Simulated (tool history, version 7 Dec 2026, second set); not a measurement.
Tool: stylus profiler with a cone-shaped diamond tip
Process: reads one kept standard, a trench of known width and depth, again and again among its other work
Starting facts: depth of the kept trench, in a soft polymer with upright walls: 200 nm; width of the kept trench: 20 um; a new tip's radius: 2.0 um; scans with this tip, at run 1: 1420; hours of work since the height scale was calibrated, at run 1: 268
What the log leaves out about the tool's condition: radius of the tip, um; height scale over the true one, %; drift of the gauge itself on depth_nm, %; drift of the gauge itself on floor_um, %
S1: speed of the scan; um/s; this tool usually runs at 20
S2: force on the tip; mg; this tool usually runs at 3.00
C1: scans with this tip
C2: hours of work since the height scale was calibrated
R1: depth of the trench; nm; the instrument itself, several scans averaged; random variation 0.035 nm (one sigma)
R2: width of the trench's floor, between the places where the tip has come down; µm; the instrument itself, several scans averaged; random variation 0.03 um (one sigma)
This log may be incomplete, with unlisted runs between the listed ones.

run	hour	S1	S2	C1	C2	R1	R2
1	0.0	20	3.00	1420	268	202.90	18.10
2	16.8	20	3.00	1470	277	202.96	18.03
3	34.7	20	3.00	1522	287	202.92	18.11
4	59.4	62	3.00	1594	301	202.89	17.89
5	82.3	19	3.00	1661	313	202.95	18.06
# hour 85.8: height scale calibrated on a step standard
6	112.8	6	3.00	1748	15	202.93	18.12
7	145.7	6	3.00	1844	33	202.88	18.13
8	170.9	20	1.89	1918	47	202.06	18.05
9	195.6	21	3.22	1990	60	202.99	18.04

Estimate the outcome of run 10 from the log above:
10	216.3	29	2.73	2051	72	?	?

Run 10 came out at R1 202.68 nm, R2 18.02 µm.
Minus the tool's unlogged condition, the same run would have read R1 202.85 nm, R2 18.16 µm.

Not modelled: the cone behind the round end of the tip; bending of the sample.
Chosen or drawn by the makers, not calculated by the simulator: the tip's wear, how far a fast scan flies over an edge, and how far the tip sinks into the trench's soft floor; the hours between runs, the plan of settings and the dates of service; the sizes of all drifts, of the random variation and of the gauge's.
